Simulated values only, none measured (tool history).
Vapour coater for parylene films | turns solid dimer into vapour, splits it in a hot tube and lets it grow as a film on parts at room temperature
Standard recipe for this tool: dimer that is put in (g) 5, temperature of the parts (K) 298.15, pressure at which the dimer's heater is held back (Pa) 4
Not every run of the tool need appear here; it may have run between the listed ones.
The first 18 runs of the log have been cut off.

| run | hour | dimer that is put in (g) | temperature of the parts (K) | pressure at which the dimer's heater is held back (Pa) | hours of work since the trap's valve was overhauled | hours of work since the table's thermometer was calibrated | thickness of the film (nm) |
|---|---|---|---|---|---|---|---|
|  | 632.5 | trap's valve overhauled |
| 19 | 664.4 | 7 | 295.15 | 8.06 | 17 | 61 | 2730 |
| 20 | 688.1 | 5 | 306.15 | 2.62 | 29 | 73 | 1750 |
| 21 | 722.5 | 5 | 306.15 | 2.62 | 47 | 91 | 1760 |
| 22 | 764.2 | 5 | 293.15 | 2.23 | 69 | 113 | 2590 |
| 23 | 805 | 5 | 293.15 | 2.23 | 90 | 135 | 2590 |
| 24 | 825.5 | 5 | 293.15 | 2.23 | 101 | 145 | 2580 |
| 25 | 864.6 | 5 | 308.15 | 4.78 | 122 | 166 | 1390 |
| 26 | 884.9 | 5 | 308.15 | 4.78 | 132 | 176 | 1420 |
| 27 | 931.8 | 5 | 298.15 | 8.58 | 157 | 201 | 1690 |
| 28 | 963.1 | 3 | 303.15 | 2.47 | 173 | 217 | 1080 |
| 29 | 1001.7 | 3 | 303.15 | 2.47 | 194 | 238 | 1070 |

Run 30, settings as shown, results not yet in. Your forecast:
| 30 | 1039.2 | 7 | 298.15 | 4 | 213 | 257 | ? |

{"run 30": {"thickness of the film (nm)": 2630}}
If the tool had no hidden condition, the same run with the same run-to-run variation would have returned thickness of the film (nm) 2910.
